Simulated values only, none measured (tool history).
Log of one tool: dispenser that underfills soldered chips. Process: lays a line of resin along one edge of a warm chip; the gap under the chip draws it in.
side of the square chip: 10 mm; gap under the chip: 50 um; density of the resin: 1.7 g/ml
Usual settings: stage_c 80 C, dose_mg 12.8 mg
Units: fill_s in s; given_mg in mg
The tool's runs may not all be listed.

run,day,stage_c,dose_mg,fill_s,given_mg
1,0,80,12.8,119.1,12.59
# day 0.096: new syringe of resin
# day 0.588: new syringe of resin
2,0.596,80,12.8,89.5,12.52
# day 1.046: new syringe of resin
3,1.092,80,12.8,95.7,12.51
# day 1.488: new syringe of resin
4,1.508,80,12.8,90.2,12.42
# day 1.95: new syringe of resin
5,1.95,80,12.8,92.6,12.38
# day 2.425: new syringe of resin
6,2.529,80,12.8,98.6,12.33
7,2.792,80,12.8,117.6,12.17
# day 2.862: new syringe of resin
# day 3.35: new syringe of resin
8,3.35,80,11,94.7,10.53
# day 3.825: new syringe of resin
9,3.846,80,11,95.6,10.42
10,4.2,80,16.4,114.1,15.5
# day 4.267: new syringe of resin
# day 4.408: dispensing valve cleaned and set on the balance
11,4.725,72,12.8,153.3,12.75
# day 4.775: new syringe of resin
# day 5.25: new syringe of resin
12,5.317,72,12.8,117.6,12.78
# day 5.708: new syringe of resin
13,5.817,72,12.8,127.3,12.67
# day 6.154: new syringe of resin
14,6.338,72,12.8,128.5,12.68
# day 6.612: new syringe of resin
15,6.654,72,12.8,116.3,12.52
# day 7.062: new syringe of resin
16,7.196,80,12.8,94.1,12.54
# day 7.525: new syringe of resin
17,7.638,80,12.8,96.3,12.42
# day 7.967: new syringe of resin
18,8.162,80,11.3,105,10.88

Run 19 comes next. What will it give?
# day 8.442: new syringe of resin
19,8.688,80,11.3,?,?

{"run 19": {"fill_s": 107.4, "given_mg": 10.79}}
Without the tool's hidden state the same run would have given fill_s 94 s, given_mg 11.25 mg.
